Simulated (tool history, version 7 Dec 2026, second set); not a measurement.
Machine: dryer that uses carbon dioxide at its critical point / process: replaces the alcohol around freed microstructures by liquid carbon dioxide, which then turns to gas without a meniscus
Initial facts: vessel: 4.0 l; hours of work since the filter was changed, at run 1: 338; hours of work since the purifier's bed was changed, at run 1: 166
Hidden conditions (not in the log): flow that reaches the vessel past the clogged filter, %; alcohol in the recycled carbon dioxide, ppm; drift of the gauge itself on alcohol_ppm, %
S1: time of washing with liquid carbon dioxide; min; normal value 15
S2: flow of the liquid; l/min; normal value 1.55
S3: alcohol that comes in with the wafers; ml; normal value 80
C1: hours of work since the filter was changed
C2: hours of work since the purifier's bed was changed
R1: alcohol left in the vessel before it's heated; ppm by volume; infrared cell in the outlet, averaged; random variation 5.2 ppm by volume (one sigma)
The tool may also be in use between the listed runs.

Run 1, hour 0: usual settings; C1 338; C2 166. Result: R1 220 ppm by volume.
Run 2, hour 10.9: usual settings; C1 341; C2 170. Result: R1 223 ppm by volume.
Run 3, hour 26.7: usual settings; C1 347; C2 175. Result: R1 227 ppm by volume.
Run 4, hour 41.5: usual settings; C1 352; C2 180. Result: R1 222 ppm by volume.
Run 5, hour 60.7: usual settings; C1 359; C2 187. Result: R1 244 ppm by volume.
Run 6, hour 78.5: usual settings; C1 365; C2 194. Result: R1 235 ppm by volume.
Run 7, hour 97.2: usual settings but S2 0.96 l/min; C1 372; C2 200. Result: R1 1294 ppm by volume.
At hour 105.3: inlet filter changed.
Run 8, hour 112.7: usual settings but S1 14 min; C1 3; C2 205. Result: R1 197 ppm by volume.
Run 9, hour 134: usual settings but S1 14 min; C1 10; C2 213. Result: R1 190 ppm by volume.
Run 10, hour 147.9: usual settings but S1 21 min; C1 15; C2 218. Result: R1 64 ppm by volume.
Run 11, hour 164.1: usual settings but S1 21 min; C1 21; C2 224. Result: R1 64 ppm by volume.
Run 12, hour 186.5: usual settings but S1 21 min; C1 29; C2 232. Result: R1 74 ppm by volume.
Run 13, hour 196.6: usual settings; C1 32; C2 235. Result: R1 166 ppm by volume.
Run 14, hour 212.6: usual settings but S3 34 ml; C1 38; C2 241. Result: R1 108 ppm by volume.
Run 15, hour 223.8: usual settings but S3 34 ml; C1 42; C2 245. Result: R1 100 ppm by volume.
Run 16, hour 244.8: usual settings but S3 34 ml; C1 50; C2 252. Result: R1 112 ppm by volume.
Run 17, hour 262.6: usual settings but S2 1 l/min, S3 22 ml; C1 56; C2 259. Result: R1 263 ppm by volume.
Run 18, hour 279.8: usual settings but S2 1 l/min, S3 39 ml; C1 62; C2 265. Result: R1 441 ppm by volume.
Run 19, hour 294.5: usual settings but S2 1 l/min, S3 39 ml; C1 67; C2 270. Result: R1 456 ppm by volume.
Run 20, hour 308.9: usual settings but S2 1 l/min, S3 39 ml; C1 72; C2 275. Result: R1 443 ppm by volume.
Run 21, hour 331.1: usual settings but S1 10 min, S2 1.59 l/min; C1 80; C2 283. Result: R1 641 ppm by volume.
Run 22, hour 353.1: usual settings but S1 10 min, S2 1.59 l/min; C1 88; C2 291. Result: R1 636 ppm by volume.
Run 23, hour 371.7: usual settings but S2 2.48 l/min; C1 95; C2 297. Result: R1 76 ppm by volume.
Run 24, hour 386.7: usual settings but S1 19 min, S2 2.48 l/min; C1 100; C2 303. Result: R1 70 ppm by volume.
Run 25, hour 396.4: usual settings but S1 13 min, S2 1.15 l/min, S3 115 ml; C1 103; C2 306. Result: R1 1198 ppm by volume.
Run 26, hour 412.7: usual settings but S1 13 min, S2 1.56 l/min, S3 28 ml; C1 109; C2 312. Result: R1 154 ppm by volume.
Run 27, hour 424.4: usual settings but S1 13 min, S2 1.56 l/min, S3 28 ml; C1 113; C2 316. Result: R1 153 ppm by volume.
Run 28, hour 440.2: usual settings but S1 13 min, S2 1.56 l/min, S3 28 ml; C1 119; C2 322. Result: R1 157 ppm by volume.
Run 29, hour 457.9: usual settings but S2 1.44 l/min; C1 125; C2 328. Result: R1 244 ppm by volume.
Run 30, hour 471.1: usual settings but S1 12 min, S2 1.28 l/min, S3 49 ml; C1 130; C2 333. Result: R1 521 ppm by volume.
Run 31, hour 482.4: usual settings but S1 22 min, S3 54 ml; C1 134; C2 337. Result: R1 90 ppm by volume.

Some steps in R1 between neighbouring runs. How much of each would the tool show without its hidden state too (settings, what came in, random variation), and how much is left for the hidden state, with any gauge scatter that isn't in both results?
Run 6 -> 7: S2 1.55 -> 0.96. R1 +1059 ppm by volume: hidden state +312, all else +747.
Run 7 -> 8: S1 15 -> 14, S2 0.96 -> 1.55, inlet filter changed. R1 -1097 ppm by volume: hidden state -396, all else -701.
Run 24 -> 25: S1 19 -> 13, S2 2.48 -> 1.15, S3 80 -> 115. R1 +1128 ppm by volume: hidden state +121, all else +1007.
